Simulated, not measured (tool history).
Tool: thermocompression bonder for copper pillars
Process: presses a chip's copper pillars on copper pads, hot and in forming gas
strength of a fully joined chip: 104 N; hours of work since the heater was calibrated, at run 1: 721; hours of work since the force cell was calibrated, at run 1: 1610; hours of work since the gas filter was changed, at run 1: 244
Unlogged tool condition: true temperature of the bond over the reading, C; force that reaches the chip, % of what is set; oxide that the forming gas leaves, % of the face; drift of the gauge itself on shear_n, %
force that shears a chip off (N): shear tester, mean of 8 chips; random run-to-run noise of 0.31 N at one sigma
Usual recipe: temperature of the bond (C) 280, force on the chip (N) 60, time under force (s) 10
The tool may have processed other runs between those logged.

| run | hour | temperature of the bond (C) | force on the chip (N) | time under force (s) | hours of work since the heater was calibrated | hours of work since the force cell was calibrated | hours of work since the gas filter was changed | force that shears a chip off (N) |
|---|---|---|---|---|---|---|---|---|
| 1 | 0 | 280 | 60 | 10 | 721 | 1610 | 244 | 41.6 |
| 2 | 50.1 | 280 | 60 | 10 | 747 | 1636 | 270 | 40.9 |
| 3 | 120.6 | 280 | 60 | 15 | 784 | 1673 | 307 | 47.8 |
|  | 128.4 | forming gas filter changed |
| 4 | 192.2 | 280 | 60 | 15 | 821 | 1710 | 33 | 48.1 |
| 5 | 271 | 258 | 60 | 15 | 862 | 1751 | 74 | 37.1 |
| 6 | 338.7 | 258 | 60 | 15 | 897 | 1786 | 109 | 37.2 |
| 7 | 412.1 | 258 | 60 | 15 | 936 | 1824 | 148 | 36.3 |
| 8 | 485.9 | 280 | 83 | 10 | 974 | 1863 | 186 | 47.1 |
| 9 | 534.2 | 280 | 83 | 10 | 999 | 1888 | 211 | 46.6 |
| 10 | 599.5 | 280 | 83 | 10 | 1033 | 1922 | 245 | 46.7 |
| 11 | 637.5 | 310 | 60 | 10 | 1053 | 1942 | 265 | 53.8 |
|  | 685 | force cell calibrated |
| 12 | 716.9 | 310 | 60 | 10 | 1093 | 17 | 306 | 55.3 |
|  | 722.3 | forming gas filter changed |
| 13 | 786.1 | 310 | 60 | 10 | 1129 | 52 | 33 | 56 |
| 14 | 856.9 | 310 | 60 | 10 | 1166 | 89 | 70 | 55.6 |
| 15 | 905.2 | 258 | 60 | 13 | 1191 | 114 | 95 | 34.6 |
| 16 | 940.9 | 293 | 76 | 10 | 1210 | 133 | 114 | 52 |
| 17 | 1009.2 | 277 | 66 | 20 | 1245 | 168 | 149 | 51.7 |
| 18 | 1072.1 | 304 | 66 | 25 | 1278 | 201 | 182 | 71 |
| 19 | 1139.4 | 304 | 63 | 25 | 1313 | 236 | 217 | 69.5 |
| 20 | 1176.9 | 304 | 63 | 25 | 1333 | 256 | 237 | 69.8 |
| 21 | 1242.7 | 304 | 63 | 25 | 1367 | 290 | 271 | 69.2 |

Here are 3 independent what-if runs from the current tool condition. What would each one return?
| A | 1307.3 | 254 | 63 | 25 | 1400 | 324 | 304 | ? |
| B | 1307.3 | 268 | 60 | 27 | 1400 | 324 | 304 | ? |
| C | 1307.3 | 259 | 60 | 10 | 1400 | 324 | 304 | ? |

| run | force that shears a chip off (N) |
|---|---|
| A | 41 |
| B | 49.3 |
| C | 30 |
Without the tool's hidden state the same runs would have given:
| run | force that shears a chip off (N) |
|---|---|
| A | 49.2 |
| B | 57.8 |
| C | 36.5 |
